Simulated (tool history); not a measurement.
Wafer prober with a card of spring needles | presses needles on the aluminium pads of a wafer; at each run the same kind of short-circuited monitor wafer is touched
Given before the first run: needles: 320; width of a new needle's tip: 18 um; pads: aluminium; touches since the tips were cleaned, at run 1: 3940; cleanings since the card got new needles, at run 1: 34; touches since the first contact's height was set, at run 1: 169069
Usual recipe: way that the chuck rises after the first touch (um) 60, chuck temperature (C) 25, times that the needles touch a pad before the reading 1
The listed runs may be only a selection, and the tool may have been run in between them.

run   hour  way that the chuck rises after the first touch (um)  chuck temperature (C)  times that the needles touch a pad before the reading  touches since the tips were cleaned  cleanings since the card got new needles  touches since the first contact's height was set  resistance of one needle with its contact and lead (mohm)  way that a needle slides on the pad (um)
  1    0.0                                                   60                     25                                                      1                                 3940                                        34                                            169069                                                        289                                     10.95
       0.7  -- tips cleaned on abrasive film
  2    6.0                                                   60                     25                                                      1                                 2824                                        35                                            172200                                                        287                                     10.94
       9.1  -- tips cleaned on abrasive film
  3   15.7                                                   60                     25                                                      2                                 3564                                        36                                            177378                                                        288                                     10.97
      17.0  -- tips cleaned on abrasive film
  4   20.7                                                   51                     25                                                      1                                 1958                                        37                                            179958                                                        294                                      9.32
      24.6  -- tips cleaned on abrasive film
  5   29.6                                                   60                     61                                                      1                                 2679                                        38                                            184681                                                        302                                     10.90
      32.7  -- tips cleaned on abrasive film
  6   38.8                                                   60                     61                                                      1                                 3297                                        39                                            189579                                                        298                                     10.92
      40.7  -- tips cleaned on abrasive film
  7   47.9                                                   52                     25                                                      1                                 3853                                        40                                            194366                                                        293                                      9.48
      48.7  -- tips cleaned on abrasive film
      56.4  -- tips cleaned on abrasive film
  8   57.1                                                   52                     25                                                      1                                  380                                        42                                            199199                                                        289                                      9.50
      64.0  -- tips cleaned on abrasive film
  9   65.8                                                   52                     25                                                      1                                  946                                        43                                            203762                                                        291                                      9.50
      71.7  -- tips cleaned on abrasive film
 10   75.1                                                   52                     25                                                      2                                 1858                                        44                                            208728                                                        293                                      9.48
      79.5  -- tips cleaned on abrasive film
 11   84.9                                                   52                     25                                                      2                                 2901                                        45                                            213879                                                        292                                      9.52
      87.2  -- tips cleaned on abrasive film
 12   93.5                                                   48                     53                                                      2                                 3372                                        46                                            218416                                                        312                                      8.75
      94.9  -- tips cleaned on abrasive film
 13   99.7                                                   80                     28                                                      2                                 2542                                        47                                            221697                                                        283                                     14.54
     103.2  -- tips cleaned on abrasive film
 14  106.4                                                   63                     77                                                      1                                 1704                                        48                                            225211                                                        304                                     11.48
     110.9  -- tips cleaned on abrasive film
 15  114.4                                                   63                     77                                                      1                                 1849                                        49                                            229452                                                        311                                     11.51
     118.9  -- tips cleaned on abrasive film
 16  124.6                                                   47                     87                                                      3                                 3067                                        50                                            234874                                                        320                                      8.59
     127.3  -- tips cleaned on abrasive film
 17  131.0                                                   51                     25                                                      3                                 1932                                        51                                            238206                                                        292                                      9.36
     135.3  -- tips cleaned on abrasive film
 18  141.4                                                   51                     25                                                      3                                 3290                                        52                                            243742                                                        296                                      9.30
     143.3  -- tips cleaned on abrasive film
     143.6  -- height of the first contact set anew
 19  148.0                                                   51                     25                                                      3                                 2329                                        53                                              2329                                                        295                                      9.33
     151.6  -- tips cleaned on abrasive film
 20  155.1                                                   51                     25                                                      3                                 1897                                        54                                              6114                                                        287                                      9.28
     159.6  -- tips cleaned on abrasive film
 21  165.0                                                   73                     46                                                      2                                 2864                                        55                                             11320                                                        290                                     13.38

Forecast each of these 5 alternatives for the next run:
     167.5  -- tips cleaned on abrasive film
  A  170.7                                                   60                     46                                                      1                                 1679                                        56                                             14327                                                          ?                                         ?
     167.5  -- tips cleaned on abrasive film
  B  170.7                                                   51                     31                                                      2                                 1679                                        56                                             14327                                                          ?                                         ?
     167.5  -- tips cleaned on abrasive film
  C  170.7                                                   73                     46                                                      1                                 1679                                        56                                             14327                                                          ?                                         ?
     167.5  -- tips cleaned on abrasive film
  D  170.7                                                   60                     37                                                      1                                 1679                                        56                                             14327                                                          ?                                         ?
     167.5  -- tips cleaned on abrasive film
  E  170.7                                                   60                     72                                                      1                                 1679                                        56                                             14327                                                          ?                                         ?

run  resistance of one needle with its contact and lead (mohm)  way that a needle slides on the pad (um)
  A                                                        299                                     10.95
  B                                                        301                                      9.32
  C                                                        289                                     13.35
  D                                                        295                                     10.94
  E                                                        302                                     10.98
The same runs, with their run-to-run variation unchanged, on a tool lacking any hidden condition would have given:
run  resistance of one needle with its contact and lead (mohm)  way that a needle slides on the pad (um)
  A                                                        299                                     10.95
  B                                                        300                                      9.32
  C                                                        289                                     13.35
  D                                                        294                                     10.94
  E                                                        301                                     10.98

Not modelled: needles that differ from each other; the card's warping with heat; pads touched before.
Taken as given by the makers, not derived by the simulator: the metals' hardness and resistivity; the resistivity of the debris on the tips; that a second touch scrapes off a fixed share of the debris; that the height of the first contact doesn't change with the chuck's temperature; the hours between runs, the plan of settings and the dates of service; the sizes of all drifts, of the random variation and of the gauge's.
